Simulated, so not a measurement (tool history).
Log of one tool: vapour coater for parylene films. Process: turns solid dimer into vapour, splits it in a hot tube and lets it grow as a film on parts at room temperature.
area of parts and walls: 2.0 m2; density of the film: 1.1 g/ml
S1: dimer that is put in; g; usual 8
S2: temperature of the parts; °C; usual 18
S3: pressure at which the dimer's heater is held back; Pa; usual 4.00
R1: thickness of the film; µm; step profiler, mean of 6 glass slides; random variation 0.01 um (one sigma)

run,hour,S1,S2,S3,R1
1,0.0,8,18,4.00,2.71
2,55.8,8,18,4.00,2.69
3,111.2,8,18,4.00,2.68
4,141.4,8,18,4.00,2.67
5,186.0,8,18,4.00,2.65
# hour 192.7: trap's valve overhauled
6,225.3,8,16,4.00,2.82
7,272.1,8,16,4.00,2.80
8,320.1,4,18,4.00,1.29
9,363.6,4,18,4.00,1.28
10,387.7,4,18,4.00,1.29
11,443.8,4,18,4.00,1.27
# hour 451.0: trap's valve overhauled, once more
12,481.3,3,19,8.83,0.92
13,536.6,12,19,9.12,3.61
14,578.5,12,19,9.12,3.60
15,622.0,12,19,9.12,3.56
16,669.2,3,21,4.00,0.90
17,708.7,10,18,4.33,3.27
18,748.6,10,18,4.33,3.27

Hidden state or all else? Some run-to-run changes of R1, split into what the settings, what came in and random variation would give without the hidden state, and what is left for the hidden state (with any gauge scatter that isn't in both results):
The hidden state here: vapour lost through the trap's worn valve, %; true temperature of the parts over the reading, C; drift of the gauge itself on film_um, %.
Run 12 -> 13: S1 3 -> 12, S3 8.83 -> 9.12. R1 +2.69 µm: hidden state -0.06, all else +2.75.
Run 16 -> 17: S1 3 -> 10, S2 21 -> 18, S3 4.00 -> 4.33. R1 +2.37 µm: hidden state -0.09, all else +2.46.
